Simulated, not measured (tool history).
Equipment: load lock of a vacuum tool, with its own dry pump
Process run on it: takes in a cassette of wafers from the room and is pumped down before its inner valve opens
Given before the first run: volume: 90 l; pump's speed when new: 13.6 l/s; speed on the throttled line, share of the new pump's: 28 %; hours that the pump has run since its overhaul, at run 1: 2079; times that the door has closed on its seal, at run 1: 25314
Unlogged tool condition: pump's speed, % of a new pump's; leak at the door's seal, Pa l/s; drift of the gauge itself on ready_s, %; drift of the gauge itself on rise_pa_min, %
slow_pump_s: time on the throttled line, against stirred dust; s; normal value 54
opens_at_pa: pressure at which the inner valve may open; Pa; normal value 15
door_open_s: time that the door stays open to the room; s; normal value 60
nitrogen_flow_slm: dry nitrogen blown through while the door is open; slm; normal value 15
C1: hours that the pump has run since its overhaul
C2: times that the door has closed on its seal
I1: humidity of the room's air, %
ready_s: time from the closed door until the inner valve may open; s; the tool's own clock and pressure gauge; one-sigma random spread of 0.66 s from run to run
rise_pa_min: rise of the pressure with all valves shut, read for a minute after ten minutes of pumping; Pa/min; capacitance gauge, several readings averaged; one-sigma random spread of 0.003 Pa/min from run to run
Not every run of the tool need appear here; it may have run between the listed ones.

Run 1, hour 0.0: usual settings; C1 2079; C2 25314; I1 48.3. Result: ready_s 99.8 s, rise_pa_min 0.173 Pa/min.
Run 2, hour 347.2: usual settings; C1 2426; C2 26097; I1 47.4. Result: ready_s 100.4 s, rise_pa_min 0.184 Pa/min.
Run 3, hour 641.7: usual settings; C1 2721; C2 26761; I1 43.7. Result: ready_s 100.5 s, rise_pa_min 0.187 Pa/min.
Run 4, hour 986.4: usual settings; C1 3066; C2 27538; I1 47.3. Result: ready_s 101.2 s, rise_pa_min 0.191 Pa/min.
Run 5, hour 1309.5: usual settings; C1 3389; C2 28267; I1 45.0. Result: ready_s 100.1 s, rise_pa_min 0.205 Pa/min.
Run 6, hour 1569.2: usual settings; C1 3648; C2 28852; I1 47.4. Result: ready_s 100.9 s, rise_pa_min 0.210 Pa/min.
Run 7, hour 1840.9: usual settings but nitrogen_flow_slm 12 slm; C1 3920; C2 29465; I1 47.0. Result: ready_s 101.3 s, rise_pa_min 0.213 Pa/min.
Run 8, hour 2205.8: usual settings; C1 4285; C2 30287; I1 44.9. Result: ready_s 100.8 s, rise_pa_min 0.224 Pa/min.
Run 9, hour 2436.7: usual settings; C1 4516; C2 30808; I1 45.5. Result: ready_s 102.0 s, rise_pa_min 0.226 Pa/min.
Run 10, hour 2801.6: usual settings; C1 4881; C2 31630; I1 44.0. Result: ready_s 101.3 s, rise_pa_min 0.237 Pa/min.
Run 11, hour 3110.1: usual settings; C1 5189; C2 32326; I1 44.8. Result: ready_s 101.6 s, rise_pa_min 0.246 Pa/min.
Run 12, hour 3301.5: usual settings but slow_pump_s 32 s, door_open_s 49 s, nitrogen_flow_slm 33 slm; C1 5381; C2 32757; I1 43.7. Result: ready_s 88.2 s, rise_pa_min 0.239 Pa/min.
Run 13, hour 3500.5: usual settings but slow_pump_s 39 s, door_open_s 230 s; C1 5580; C2 33206; I1 45.8. Result: ready_s 92.5 s, rise_pa_min 0.268 Pa/min.
Run 14, hour 3844.7: usual settings but opens_at_pa 30 Pa, nitrogen_flow_slm 16 slm; C1 5924; C2 33982; I1 46.6. Result: ready_s 97.5 s, rise_pa_min 0.257 Pa/min.
Run 15, hour 4219.0: usual settings but opens_at_pa 30 Pa, nitrogen_flow_slm 16 slm; C1 6298; C2 34826; I1 45.5. Result: ready_s 97.7 s, rise_pa_min 0.256 Pa/min.
Run 16, hour 4443.5: usual settings but nitrogen_flow_slm 24 slm; C1 6523; C2 35332; I1 43.9. Result: ready_s 103.6 s, rise_pa_min 0.266 Pa/min.
Run 17, hour 4653.5: usual settings but nitrogen_flow_slm 24 slm; C1 6733; C2 35805; I1 45.3. Result: ready_s 103.5 s, rise_pa_min 0.282 Pa/min.
Run 18, hour 4848.9: usual settings but nitrogen_flow_slm 12 slm; C1 6928; C2 36246; I1 46.7. Result: ready_s 103.2 s, rise_pa_min 0.291 Pa/min.
Run 19, hour 5040.6: usual settings but slow_pump_s 99 s, opens_at_pa 17 Pa, door_open_s 35 s, nitrogen_flow_slm 6 slm; C1 7120; C2 36678; I1 46.7. Result: ready_s 135.9 s, rise_pa_min 0.298 Pa/min.
Run 20, hour 5304.5: usual settings but slow_pump_s 76 s, opens_at_pa 20 Pa, door_open_s 43 s, nitrogen_flow_slm 9 slm; C1 7384; C2 37273; I1 46.9. Result: ready_s 116.5 s, rise_pa_min 0.297 Pa/min.
Run 21, hour 5685.5: usual settings but slow_pump_s 36 s, opens_at_pa 20 Pa, door_open_s 32 s, nitrogen_flow_slm 8 slm; C1 7765; C2 38132; I1 47.7. Result: ready_s 91.3 s, rise_pa_min 0.308 Pa/min.
Run 22, hour 5921.2: usual settings but slow_pump_s 36 s, opens_at_pa 20 Pa, door_open_s 32 s, nitrogen_flow_slm 8 slm; C1 8000; C2 38663; I1 45.8. Result: ready_s 92.3 s, rise_pa_min 0.313 Pa/min.

Each row is a separate what-if for the run after 22, all from the same tool condition, not one after another. Results?
Run A, hour 6296.7: usual settings but door_open_s 69 s; C1 8376; C2 39510; I1 45.3. Result: ready_s ?, rise_pa_min ?.
Run B, hour 6296.7: usual settings but slow_pump_s 36 s, opens_at_pa 12 Pa, door_open_s 94 s, nitrogen_flow_slm 11 slm; C1 8376; C2 39510; I1 44.3. Result: ready_s ?, rise_pa_min ?.
Run C, hour 6296.7: usual settings but door_open_s 48 s; C1 8376; C2 39510; I1 39.7. Result: ready_s ?, rise_pa_min ?.
Run D, hour 6296.7: usual settings but slow_pump_s 38 s, opens_at_pa 12 Pa, door_open_s 128 s, nitrogen_flow_slm 8 slm; C1 8376; C2 39510; I1 45.8. Result: ready_s ?, rise_pa_min ?.
Run E, hour 6296.7: usual settings but slow_pump_s 102 s, opens_at_pa 21 Pa, door_open_s 121 s, nitrogen_flow_slm 8 slm; C1 8376; C2 39510; I1 45.9. Result: ready_s ?, rise_pa_min ?.

run  ready_s  rise_pa_min
  A    106.0        0.323
  B     96.3        0.335
  C    106.3        0.321
  D     97.1        0.343
  E    134.2        0.338
With no hidden state in the tool, these same runs would have given:
run  ready_s  rise_pa_min
  A     98.2        0.020
  B     87.3        0.032
  C     98.5        0.014
  D     88.3        0.039
  E    129.3        0.033
